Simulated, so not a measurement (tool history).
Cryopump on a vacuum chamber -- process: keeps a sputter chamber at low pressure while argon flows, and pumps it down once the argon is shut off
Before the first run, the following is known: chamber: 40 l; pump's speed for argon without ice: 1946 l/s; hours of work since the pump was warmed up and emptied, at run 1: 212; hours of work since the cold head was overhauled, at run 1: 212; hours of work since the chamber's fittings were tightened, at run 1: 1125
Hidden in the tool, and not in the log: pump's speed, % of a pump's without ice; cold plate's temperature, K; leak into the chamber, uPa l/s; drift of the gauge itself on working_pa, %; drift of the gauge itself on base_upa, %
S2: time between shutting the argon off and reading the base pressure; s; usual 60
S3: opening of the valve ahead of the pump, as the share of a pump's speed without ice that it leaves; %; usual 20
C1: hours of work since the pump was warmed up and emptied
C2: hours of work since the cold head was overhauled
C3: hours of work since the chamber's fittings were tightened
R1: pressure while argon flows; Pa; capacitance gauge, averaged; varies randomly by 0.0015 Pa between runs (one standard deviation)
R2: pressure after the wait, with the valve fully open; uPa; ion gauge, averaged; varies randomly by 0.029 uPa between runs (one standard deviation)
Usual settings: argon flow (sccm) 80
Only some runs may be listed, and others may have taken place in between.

Run 1, day 0.000: usual settings; C1 212; C2 212; C3 1125. Result: R1 0.3514 Pa, R2 1.67 uPa.
Run 2, day 1.267: usual settings; C1 239; C2 239; C3 1151. Result: R1 0.3567 Pa, R2 1.70 uPa.
Run 3, day 2.075: usual settings; C1 255; C2 255; C3 1168. Result: R1 0.3550 Pa, R2 1.76 uPa.
Run 4, day 2.804: usual settings; C1 271; C2 271; C3 1183. Result: R1 0.3551 Pa, R2 1.80 uPa.
Run 5, day 3.388: usual settings; C1 283; C2 283; C3 1196. Result: R1 0.3575 Pa, R2 1.72 uPa.
Run 6, day 4.233: usual settings; C1 300; C2 300; C3 1213. Result: R1 0.3577 Pa, R2 1.75 uPa.
Run 7, day 4.942: usual settings; C1 315; C2 315; C3 1228. Result: R1 0.3573 Pa, R2 1.71 uPa.
Run 8, day 6.317: usual settings; C1 344; C2 344; C3 1256. Result: R1 0.3590 Pa, R2 1.80 uPa.
Run 9, day 7.096: usual settings; C1 360; C2 360; C3 1273. Result: R1 0.3588 Pa, R2 1.76 uPa.
Run 10, day 7.842: usual settings but S3 58 %; C1 375; C2 375; C3 1288. Result: R1 0.1317 Pa, R2 1.72 uPa.
Run 11, day 9.171: usual settings but S3 58 %; C1 403; C2 403; C3 1316. Result: R1 0.1341 Pa, R2 1.80 uPa.
Run 12, day 9.888: usual settings but S2 27 s, S3 30 %; C1 418; C2 418; C3 1331. Result: R1 0.2465 Pa, R2 3.29 uPa.
Run 13, day 10.658: usual settings but argon flow (sccm) 117, S2 58 s, S3 55 %; C1 434; C2 434; C3 1347. Result: R1 0.2073 Pa, R2 1.88 uPa.
Run 14, day 11.988: usual settings but argon flow (sccm) 50; C1 461; C2 461; C3 1374. Result: R1 0.2256 Pa, R2 1.85 uPa.
Run 15, day 12.775: usual settings but argon flow (sccm) 50; C1 478; C2 478; C3 1391. Result: R1 0.2261 Pa, R2 1.85 uPa.
Run 16, day 13.350: usual settings but argon flow (sccm) 127, S3 23 %; C1 490; C2 490; C3 1403. Result: R1 0.5072 Pa, R2 1.83 uPa.
At day 14.729: pump warmed up, emptied and cooled again.
Run 17, day 14.775: usual settings but argon flow (sccm) 48, S2 62 s, S3 23 %; C1 1; C2 515; C3 1428. Result: R1 0.1810 Pa, R2 1.65 uPa.
Run 18, day 15.850: usual settings but argon flow (sccm) 48, S2 23 s, S3 23 %; C1 23; C2 537; C3 1450. Result: R1 0.1818 Pa, R2 3.61 uPa.
Run 19, day 17.188: usual settings but argon flow (sccm) 107, S2 195 s, S3 18 %; C1 51; C2 565; C3 1478. Result: R1 0.5188 Pa, R2 0.97 uPa.

4 ways to go on from here, each from the tool as it stands after run 19. What would each give?
Run A, day 18.346: usual settings but S2 99 s, S3 37 %; C1 75; C2 589; C3 1502. Result: R1 ?, R2 ?.
Run B, day 18.346: usual settings but argon flow (sccm) 128; C1 75; C2 589; C3 1502. Result: R1 ?, R2 ?.
Run C, day 18.346: usual settings but argon flow (sccm) 112, S2 62 s, S3 26 %; C1 75; C2 589; C3 1502. Result: R1 ?, R2 ?.
Run D, day 18.346: usual settings but argon flow (sccm) 45, S2 221 s, S3 15 %; C1 75; C2 589; C3 1502. Result: R1 ?, R2 ?.

run      R1    R2
  A  0.1906  1.31
  B  0.5598  1.73
  C  0.3785  1.73
  D  0.2629  0.89
Without the tool's unlogged condition, the same runs would have read:
run      R1    R2
  A  0.1876  0.91
  B  0.5549  1.34
  C  0.3743  1.34
  D  0.2612  0.49
